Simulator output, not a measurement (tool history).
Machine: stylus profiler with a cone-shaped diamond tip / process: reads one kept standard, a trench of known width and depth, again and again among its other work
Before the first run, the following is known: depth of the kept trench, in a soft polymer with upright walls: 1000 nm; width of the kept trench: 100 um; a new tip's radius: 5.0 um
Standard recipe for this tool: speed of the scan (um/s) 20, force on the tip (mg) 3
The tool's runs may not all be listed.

run	day	speed of the scan (um/s)	force on the tip (mg)	depth of the trench (Å)	width of the trench's floor (µm)
1	0	20	3	10059.1	93.12
2	4.208	20	3	10057.4	93.08
3	7.95	20	1.21	10029.8	92.99
4	12.275	21	3	10053.7	92.97
5	15.579	72	3	10055.4	92.79
6	19.292	72	3	10060.5	92.66
7	21.95	20	3	10048.8	92.89
8	23.75	20	1.79	10034.7	92.81
# day 24.004: height scale calibrated on a step standard
9	27.9	20	1.79	10033.8	92.77
10	30.233	20	3	10046.1	92.81
# day 32.475: height scale calibrated on a step standard, once more
11	32.475	20	1.58	10026.5	92.78
12	34.867	20	1.52	10034.7	92.74
13	37.717	42	3	10050.9	92.63
14	41.162	42	3	10053.4	92.63
15	43.875	5	7.94	10105.8	92.77
16	46.975	40	8.07	10107.6	92.65
17	49.046	8	1.12	10022.7	92.68
18	52.408	8	1.12	10018.1	92.6
19	55.025	8	1.12	10019.7	92.61
20	57.117	45	5.24	10076.7	92.47
21	60.538	34	5.24	10077.9	92.52
22	63.788	34	5.24	10074.2	92.46
23	65.792	27	2.95	10043.2	92.46
24	69.792	27	2.95	10043.6	92.42
25	73.471	27	2.95	10040.9	92.43
26	75.321	27	2.95	10039.7	92.36
27	78.3	11	1.21	10012.8	92.43

Consider 5 possible next runs. They are alternatives, not a sequence: every one starts from the tool as it was left by run 27. What does each give?
A	82.142	5	5.88	?	?
B	82.142	43	3	?	?
C	82.142	20	5.55	?	?
D	82.142	23	1.41	?	?
E	82.142	57	2.11	?	?

run	depth of the trench (Å)	width of the trench's floor (µm)
A	10074.4	92.46
B	10044	92.26
C	10071.8	92.31
D	10017.3	92.3
E	10026.8	92.11
Had the tool no hidden state, the same runs would have come out as:
run	depth of the trench (Å)	width of the trench's floor (µm)
A	10095.3	94.03
B	10064.9	93.82
C	10092.8	93.87
D	10038.2	93.86
E	10047.7	93.67

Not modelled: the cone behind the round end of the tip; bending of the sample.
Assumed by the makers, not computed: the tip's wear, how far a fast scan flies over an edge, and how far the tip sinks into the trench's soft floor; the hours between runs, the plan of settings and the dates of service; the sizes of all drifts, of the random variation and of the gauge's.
